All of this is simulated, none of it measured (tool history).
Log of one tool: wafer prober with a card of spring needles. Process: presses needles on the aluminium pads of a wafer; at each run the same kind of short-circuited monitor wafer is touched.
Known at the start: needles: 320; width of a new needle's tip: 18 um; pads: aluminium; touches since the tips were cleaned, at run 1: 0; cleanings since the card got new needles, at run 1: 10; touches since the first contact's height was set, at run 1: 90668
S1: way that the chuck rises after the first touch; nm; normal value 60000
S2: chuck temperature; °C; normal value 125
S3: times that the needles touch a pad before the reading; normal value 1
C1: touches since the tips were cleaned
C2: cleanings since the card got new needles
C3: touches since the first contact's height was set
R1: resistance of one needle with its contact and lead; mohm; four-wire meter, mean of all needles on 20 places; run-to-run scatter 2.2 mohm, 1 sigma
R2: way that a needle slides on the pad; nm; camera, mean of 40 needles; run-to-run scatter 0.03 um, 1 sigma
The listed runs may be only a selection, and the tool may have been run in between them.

run,hour,S1,S2,S3,C1,C2,C3,R1,R2
1,0,60000,125,1,0,10,90668,248,9560
# hour 20.7: tips cleaned on abrasive film
2,20.7,60000,41,1,0,11,98845,224,9580
# hour 41.2: tips cleaned on abrasive film
3,50.6,60000,41,1,3707,12,110680,272,9530
# hour 62.2: tips cleaned on abrasive film
4,73.6,60000,41,1,4514,13,119766,281,9520
# hour 83.4: tips cleaned on abrasive film
5,97.1,60000,41,1,5428,14,129060,289,9520
# hour 104.6: tips cleaned on abrasive film
6,120.5,60000,41,1,6339,15,138347,287,9560
# hour 124.6: tips cleaned on abrasive film
7,141.6,60000,41,1,6728,16,146661,296,9490
# hour 144.6: tips cleaned on abrasive film
8,162,60000,31,1,6892,17,154719,292,9520
# hour 164.8: tips cleaned on abrasive film
# hour 186.9: tips cleaned on abrasive film
9,194.1,60000,31,1,2871,19,167422,263,9470
# hour 209.1: tips cleaned on abrasive film
10,222.9,60000,31,1,5493,20,178824,286,9440
# hour 230: tips cleaned on abrasive film
11,240.5,60000,31,1,4166,21,185747,274,9440
# hour 250: tips cleaned on abrasive film
# hour 270.2: tips cleaned on abrasive film
12,271.4,60000,31,1,459,23,197949,232,9470
# hour 292.2: tips cleaned on abrasive film
13,303.4,59000,125,1,4477,24,210636,295,9270
# hour 305.6: height of the first contact set anew
# hour 313.7: tips cleaned on abrasive film
14,328,59000,125,1,5692,25,8862,305,9500
# hour 335.5: tips cleaned on abrasive film
# hour 357.6: tips cleaned on abrasive film
15,359.3,60000,125,1,665,27,21212,260,9590
# hour 379.3: tips cleaned on abrasive film
16,385.7,60000,101,1,2541,28,31654,274,9580
# hour 401.6: tips cleaned on abrasive film
17,411.6,60000,125,2,3955,29,41901,272,9600
# hour 423.9: tips cleaned on abrasive film
18,432.5,60000,125,2,3388,30,50143,267,9590
# hour 444: tips cleaned on abrasive film
19,460.9,60000,125,1,6689,31,61393,304,9550
# hour 466.5: tips cleaned on abrasive film
# hour 488.2: tips cleaned on abrasive film
20,489.9,44000,109,1,680,33,72852,269,6980
21,507.5,44000,109,1,7646,33,79818,365,6960
# hour 509.3: tips cleaned on abrasive film
# hour 529.5: tips cleaned on abrasive film
22,533.1,69000,56,1,1430,35,89906,249,10940
# hour 551.2: tips cleaned on abrasive film
23,564.4,69000,56,1,5205,36,102298,281,10990
# hour 572.8: tips cleaned on abrasive film
24,584.8,68000,58,1,4760,37,110366,274,10830
# hour 594: tips cleaned on abrasive film
25,611.4,60000,33,2,6900,38,120887,264,9530
# hour 616.7: tips cleaned on abrasive film
# hour 638.3: tips cleaned on abrasive film
26,643.4,63000,125,2,2000,40,133523,260,9990
# hour 658.5: tips cleaned on abrasive film
27,672.4,77000,115,2,5537,41,145014,259,12320
# hour 678.8: tips cleaned on abrasive film
# hour 700.7: tips cleaned on abrasive film
28,704.1,77000,115,2,1347,43,157541,242,12170
# hour 720.7: tips cleaned on abrasive film
29,721.2,77000,115,2,172,44,164274,237,12210
# hour 740.7: tips cleaned on abrasive film
30,747,60000,48,1,2487,45,174489,265,9480
# hour 761.2: tips cleaned on abrasive film
31,778.9,60000,48,1,7032,46,187123,300,9430
# hour 782.1: tips cleaned on abrasive film
32,794.9,52000,125,2,5068,47,193435,283,8190

What if the next run were any one of these 4? Each begins from the tool's condition after run 32:
# hour 803.9: tips cleaned on abrasive film
A,810.9,52000,39,2,2788,48,199753,?,?
# hour 803.9: tips cleaned on abrasive film
B,810.9,70000,35,1,2788,48,199753,?,?
# hour 803.9: tips cleaned on abrasive film
C,810.9,41000,46,2,2788,48,199753,?,?
# hour 803.9: tips cleaned on abrasive film
D,810.9,61000,52,2,2788,48,199753,?,?

run,R1,R2
A,259,8180
B,256,11050
C,285,6420
D,250,9590
Without the tool's unlogged condition, the same runs would have read:
run,R1,R2
A,220,8360
B,218,11230
C,224,6600
D,221,9770

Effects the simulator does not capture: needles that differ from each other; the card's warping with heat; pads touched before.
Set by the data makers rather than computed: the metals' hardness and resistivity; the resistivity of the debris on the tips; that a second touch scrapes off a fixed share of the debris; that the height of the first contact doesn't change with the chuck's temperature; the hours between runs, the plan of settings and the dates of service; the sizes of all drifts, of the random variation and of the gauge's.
